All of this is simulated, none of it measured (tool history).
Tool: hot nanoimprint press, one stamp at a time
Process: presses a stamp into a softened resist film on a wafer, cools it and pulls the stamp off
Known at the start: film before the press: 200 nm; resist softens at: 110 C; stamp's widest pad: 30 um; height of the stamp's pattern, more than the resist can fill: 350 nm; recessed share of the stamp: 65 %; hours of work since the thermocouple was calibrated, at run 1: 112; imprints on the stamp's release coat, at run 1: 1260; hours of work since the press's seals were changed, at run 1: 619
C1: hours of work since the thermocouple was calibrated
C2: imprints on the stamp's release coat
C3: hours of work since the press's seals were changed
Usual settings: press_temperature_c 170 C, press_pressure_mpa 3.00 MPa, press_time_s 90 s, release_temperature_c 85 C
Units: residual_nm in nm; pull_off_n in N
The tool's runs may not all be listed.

run 1 hour=0.0 | press_temperature_c=170 press_pressure_mpa=3.00 press_time_s=90 release_temperature_c=85 | C1=112 C2=1260 C3=619 | residual_nm=98.5 pull_off_n=136
run 2 hour=32.4 | press_temperature_c=170 press_pressure_mpa=3.00 press_time_s=90 release_temperature_c=85 | C1=126 C2=1352 C3=634 | residual_nm=98.7 pull_off_n=135
run 3 hour=70.0 | press_temperature_c=170 press_pressure_mpa=3.00 press_time_s=90 release_temperature_c=85 | C1=143 C2=1458 C3=650 | residual_nm=98.8 pull_off_n=130
-- hour=113.7 stamp cleaned and given a new release coat
run 4 hour=118.2 | press_temperature_c=170 press_pressure_mpa=3.00 press_time_s=90 release_temperature_c=85 | C1=161 C2=13 C3=669 | residual_nm=98.7 pull_off_n=134
run 5 hour=141.3 | press_temperature_c=170 press_pressure_mpa=3.00 press_time_s=90 release_temperature_c=85 | C1=171 C2=78 C3=679 | residual_nm=98.9 pull_off_n=137
run 6 hour=167.4 | press_temperature_c=170 press_pressure_mpa=2.37 press_time_s=90 release_temperature_c=85 | C1=183 C2=152 C3=691 | residual_nm=107.7 pull_off_n=131
run 7 hour=200.3 | press_temperature_c=170 press_pressure_mpa=2.37 press_time_s=90 release_temperature_c=85 | C1=198 C2=245 C3=705 | residual_nm=107.7 pull_off_n=137
run 8 hour=242.8 | press_temperature_c=170 press_pressure_mpa=2.37 press_time_s=90 release_temperature_c=85 | C1=216 C2=366 C3=724 | residual_nm=107.4 pull_off_n=132
run 9 hour=263.5 | press_temperature_c=170 press_pressure_mpa=3.00 press_time_s=63 release_temperature_c=85 | C1=225 C2=424 C3=733 | residual_nm=112.1 pull_off_n=136
run 10 hour=291.5 | press_temperature_c=163 press_pressure_mpa=3.00 press_time_s=63 release_temperature_c=85 | C1=238 C2=504 C3=745 | residual_nm=150.4 pull_off_n=136
run 11 hour=339.8 | press_temperature_c=163 press_pressure_mpa=3.00 press_time_s=63 release_temperature_c=85 | C1=259 C2=640 C3=767 | residual_nm=149.6 pull_off_n=134
run 12 hour=365.5 | press_temperature_c=163 press_pressure_mpa=3.00 press_time_s=63 release_temperature_c=85 | C1=270 C2=713 C3=778 | residual_nm=149.9 pull_off_n=131
run 13 hour=391.1 | press_temperature_c=168 press_pressure_mpa=3.00 press_time_s=63 release_temperature_c=76 | C1=282 C2=786 C3=789 | residual_nm=122.4 pull_off_n=150
run 14 hour=419.4 | press_temperature_c=168 press_pressure_mpa=3.00 press_time_s=63 release_temperature_c=76 | C1=294 C2=866 C3=802 | residual_nm=122.8 pull_off_n=147
-- hour=428.3 plate thermocouple calibrated
run 15 hour=444.5 | press_temperature_c=170 press_pressure_mpa=3.18 press_time_s=143 release_temperature_c=85 | C1=7 C2=928 C3=811 | residual_nm=80.2 pull_off_n=133
run 16 hour=476.1 | press_temperature_c=170 press_pressure_mpa=3.18 press_time_s=143 release_temperature_c=85 | C1=21 C2=1018 C3=825 | residual_nm=79.9 pull_off_n=139
run 17 hour=496.6 | press_temperature_c=160 press_pressure_mpa=3.49 press_time_s=143 release_temperature_c=85 | C1=30 C2=1076 C3=835 | residual_nm=132.9 pull_off_n=135
run 18 hour=523.6 | press_temperature_c=170 press_pressure_mpa=4.04 press_time_s=46 release_temperature_c=85 | C1=42 C2=1152 C3=846 | residual_nm=112.1 pull_off_n=133

4 ways to go on from here, each from the tool as it stands after run 18. What would each give?
run A hour=549.1 | press_temperature_c=170 press_pressure_mpa=3.45 press_time_s=61 release_temperature_c=89 | C1=53 C2=1225 C3=858 | residual_nm=? pull_off_n=?
run B hour=549.1 | press_temperature_c=166 press_pressure_mpa=1.95 press_time_s=46 release_temperature_c=78 | C1=53 C2=1225 C3=858 | residual_nm=? pull_off_n=?
run C hour=549.1 | press_temperature_c=170 press_pressure_mpa=1.81 press_time_s=73 release_temperature_c=72 | C1=53 C2=1225 C3=858 | residual_nm=? pull_off_n=?
run D hour=549.1 | press_temperature_c=165 press_pressure_mpa=3.28 press_time_s=90 release_temperature_c=81 | C1=53 C2=1225 C3=858 | residual_nm=? pull_off_n=?

run=A residual_nm=107.3 pull_off_n=132
run=B residual_nm=158.6 pull_off_n=145
run=C residual_nm=125.6 pull_off_n=151
run=D residual_nm=123.0 pull_off_n=144
Without the tool's hidden state the same runs would have given:
run=A residual_nm=107.8 pull_off_n=130
run=B residual_nm=159.4 pull_off_n=143
run=C residual_nm=126.2 pull_off_n=149
run=D residual_nm=123.6 pull_off_n=142

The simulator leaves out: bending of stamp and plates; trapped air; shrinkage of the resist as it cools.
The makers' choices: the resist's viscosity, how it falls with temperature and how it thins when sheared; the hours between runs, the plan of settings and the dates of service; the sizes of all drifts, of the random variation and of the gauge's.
